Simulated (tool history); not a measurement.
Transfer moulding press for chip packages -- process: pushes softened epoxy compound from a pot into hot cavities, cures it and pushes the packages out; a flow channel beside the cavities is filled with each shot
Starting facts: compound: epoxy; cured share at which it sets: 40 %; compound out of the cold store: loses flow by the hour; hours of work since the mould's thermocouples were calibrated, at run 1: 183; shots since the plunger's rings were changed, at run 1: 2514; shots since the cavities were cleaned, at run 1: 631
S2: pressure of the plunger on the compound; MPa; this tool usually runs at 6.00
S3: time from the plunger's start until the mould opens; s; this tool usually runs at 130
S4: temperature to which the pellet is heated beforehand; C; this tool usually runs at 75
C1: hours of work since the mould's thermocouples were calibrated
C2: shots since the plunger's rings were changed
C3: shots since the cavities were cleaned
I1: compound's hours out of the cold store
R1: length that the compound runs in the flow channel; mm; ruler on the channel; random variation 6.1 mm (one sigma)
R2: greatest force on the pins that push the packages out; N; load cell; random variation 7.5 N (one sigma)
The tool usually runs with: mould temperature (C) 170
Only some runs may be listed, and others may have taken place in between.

{"run": 1, "hour": 0.0, "mould temperature (C)": 170, "S2": 6.0, "S3": 130, "S4": 75, "C1": 183, "C2": 2514, "C3": 631, "I1": 41.5, "R1": 813, "R2": 555}
{"run": 2, "hour": 40.5, "mould temperature (C)": 170, "S2": 6.0, "S3": 130, "S4": 79, "C1": 214, "C2": 2948, "C3": 1065, "I1": 36.7, "R1": 835, "R2": 596}
{"hour": 46.0, "done": "cavities cleaned with cleaning compound and waxed"}
{"run": 3, "hour": 107.8, "mould temperature (C)": 170, "S2": 6.0, "S3": 130, "S4": 79, "C1": 265, "C2": 3654, "C3": 663, "I1": 43.3, "R1": 788, "R2": 566}
{"hour": 150.0, "done": "cavities cleaned with cleaning compound and waxed"}
{"run": 4, "hour": 168.8, "mould temperature (C)": 170, "S2": 6.0, "S3": 130, "S4": 75, "C1": 312, "C2": 4292, "C3": 202, "I1": 11.7, "R1": 898, "R2": 449}
{"run": 5, "hour": 230.9, "mould temperature (C)": 170, "S2": 6.0, "S3": 130, "S4": 75, "C1": 360, "C2": 4958, "C3": 868, "I1": 34.4, "R1": 810, "R2": 582}
{"hour": 254.5, "done": "plunger's sealing rings changed"}
{"hour": 256.0, "done": "cavities cleaned with cleaning compound and waxed"}
{"hour": 273.3, "done": "mould's thermocouples calibrated"}
{"run": 6, "hour": 276.2, "mould temperature (C)": 170, "S2": 6.0, "S3": 130, "S4": 73, "C1": 2, "C2": 195, "C3": 195, "I1": 35.5, "R1": 873, "R2": 425}
{"run": 7, "hour": 329.1, "mould temperature (C)": 170, "S2": 6.0, "S3": 130, "S4": 73, "C1": 43, "C2": 762, "C3": 762, "I1": 25.8, "R1": 898, "R2": 579}
{"hour": 361.4, "done": "cavities cleaned with cleaning compound and waxed"}
{"run": 8, "hour": 413.4, "mould temperature (C)": 170, "S2": 6.0, "S3": 130, "S4": 73, "C1": 108, "C2": 1649, "C3": 557, "I1": 45.2, "R1": 815, "R2": 497}
{"run": 9, "hour": 453.2, "mould temperature (C)": 170, "S2": 6.66, "S3": 130, "S4": 75, "C1": 139, "C2": 2077, "C3": 985, "I1": 36.0, "R1": 889, "R2": 582}
{"hour": 465.9, "done": "cavities cleaned with cleaning compound and waxed"}
{"run": 10, "hour": 525.2, "mould temperature (C)": 170, "S2": 7.34, "S3": 130, "S4": 78, "C1": 194, "C2": 2833, "C3": 637, "I1": 47.9, "R1": 883, "R2": 535}
{"hour": 571.9, "done": "cavities cleaned with cleaning compound and waxed"}
{"run": 11, "hour": 576.7, "mould temperature (C)": 170, "S2": 7.34, "S3": 130, "S4": 78, "C1": 233, "C2": 3368, "C3": 51, "I1": 24.6, "R1": 963, "R2": 362}
{"run": 12, "hour": 664.1, "mould temperature (C)": 167, "S2": 5.72, "S3": 141, "S4": 71, "C1": 301, "C2": 4306, "C3": 989, "I1": 34.3, "R1": 807, "R2": 621}
{"hour": 673.9, "done": "cavities cleaned with cleaning compound and waxed"}
{"run": 13, "hour": 736.7, "mould temperature (C)": 172, "S2": 5.56, "S3": 117, "S4": 71, "C1": 356, "C2": 5068, "C3": 673, "I1": 38.8, "R1": 756, "R2": 546}

Some steps in R1 between neighbouring runs. How much of each would the tool show without its hidden state too (settings, what came in, random variation), and how much is left for the hidden state, with any gauge scatter that isn't in both results?
The hidden state here: true mould temperature over the reading, C; pressure that reaches the compound, % of what is set; grip of the stained cavities, % over clean ones'; drift of the gauge itself on flow_mm, %; drift of the gauge itself on push_out_n, %.
Run 5 -> 6: S4 75 -> 73, plunger's sealing rings changed, cavities cleaned with cleaning compound and waxed, mould's thermocouples calibrated. R1 +63 mm: hidden state +59, all else +4.
Run 11 -> 12: mould temperature (C) 170 -> 167, S2 7.34 -> 5.72, S3 130 -> 141, S4 78 -> 71. R1 -156 mm: hidden state -5, all else -151.
